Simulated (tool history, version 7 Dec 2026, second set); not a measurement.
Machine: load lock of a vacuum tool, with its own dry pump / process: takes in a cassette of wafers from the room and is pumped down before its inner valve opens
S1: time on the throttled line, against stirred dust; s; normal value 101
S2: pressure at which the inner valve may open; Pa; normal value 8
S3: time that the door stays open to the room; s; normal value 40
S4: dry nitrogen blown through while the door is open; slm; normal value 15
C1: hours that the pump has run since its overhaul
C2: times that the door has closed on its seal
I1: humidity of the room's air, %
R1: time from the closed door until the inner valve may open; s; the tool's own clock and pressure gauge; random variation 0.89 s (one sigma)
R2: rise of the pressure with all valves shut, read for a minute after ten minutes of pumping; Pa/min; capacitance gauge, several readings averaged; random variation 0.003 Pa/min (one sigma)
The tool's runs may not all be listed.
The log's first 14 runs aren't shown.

run 15 hour=1404.5 | S1=101 S2=8 S3=40 S4=15 | C1=6070 C2=18258 | I1=49.3 | R1=138.3 R2=0.017
run 16 hour=1493.3 | S1=101 S2=6 S3=60 S4=16 | C1=6159 C2=18635 | I1=42.8 | R1=141.5 R2=0.021
run 17 hour=1578.6 | S1=101 S2=14 S3=40 S4=15 | C1=6244 C2=18997 | I1=45 | R1=137 R2=0.015
run 18 hour=1718.2 | S1=101 S2=8 S3=147 S4=15 | C1=6384 C2=19589 | I1=44.4 | R1=139.6 R2=0.035
run 19 hour=1847.6 | S1=101 S2=13 S3=147 S4=15 | C1=6513 C2=20138 | I1=41.8 | R1=136.7 R2=0.025
run 20 hour=1939.7 | S1=101 S2=13 S3=147 S4=15 | C1=6606 C2=20529 | I1=45.9 | R1=136.3 R2=0.028
run 21 hour=2043.2 | S1=101 S2=6 S3=44 S4=15 | C1=6709 C2=20968 | I1=47.6 | R1=140.6 R2=0.019
run 22 hour=2165.2 | S1=54 S2=16 S3=40 S4=21 | C1=6831 C2=21485 | I1=45.2 | R1=93.5 R2=0.022
run 23 hour=2308.7 | S1=68 S2=10 S3=57 S4=15 | C1=6975 C2=22094 | I1=45.1 | R1=107 R2=0.014
run 24 hour=2413 | S1=101 S2=13 S3=92 S4=15 | C1=7079 C2=22537 | I1=47.5 | R1=136.6 R2=0.022
run 25 hour=2533.3 | S1=54 S2=8 S3=40 S4=12 | C1=7199 C2=23047 | I1=44 | R1=97.8 R2=0.021
run 26 hour=2686.9 | S1=122 S2=16 S3=40 S4=41 | C1=7353 C2=23699 | I1=48.8 | R1=155.4 R2=0.009
run 27 hour=2843 | S1=97 S2=9 S3=38 S4=30 | C1=7509 C2=24361 | I1=40.5 | R1=135.5 R2=0.012
run 28 hour=2951.1 | S1=97 S2=10 S3=38 S4=21 | C1=7617 C2=24820 | I1=44.4 | R1=134.4 R2=0.021
run 29 hour=3028 | S1=97 S2=10 S3=38 S4=21 | C1=7694 C2=25146 | I1=45.9 | R1=133.3 R2=0.013
run 30 hour=3122 | S1=101 S2=7 S3=189 S4=15 | C1=7788 C2=25545 | I1=44.7 | R1=141.3 R2=0.037

Consider 4 possible next runs. They are alternatives, not a sequence: every one starts from the tool as it was left by run 30. What does each give?
run A hour=3235.7 | S1=163 S2=12 S3=37 S4=15 | C1=7902 C2=26027 | I1=46.8 | R1=? R2=?
run B hour=3235.7 | S1=138 S2=8 S3=66 S4=6 | C1=7902 C2=26027 | I1=44.5 | R1=? R2=?
run C hour=3235.7 | S1=100 S2=7 S3=103 S4=16 | C1=7902 C2=26027 | I1=43 | R1=? R2=?
run D hour=3235.7 | S1=101 S2=14 S3=95 S4=4 | C1=7902 C2=26027 | I1=44.1 | R1=? R2=?

run=A R1=191.8 R2=0.018
run=B R1=173.6 R2=0.028
run=C R1=139.7 R2=0.03
run=D R1=136.3 R2=0.04
Without the tool's hidden state the same runs would have given:
run=A R1=191.8 R2=0.018
run=B R1=173.6 R2=0.028
run=C R1=139.7 R2=0.03
run=D R1=136.3 R2=0.04
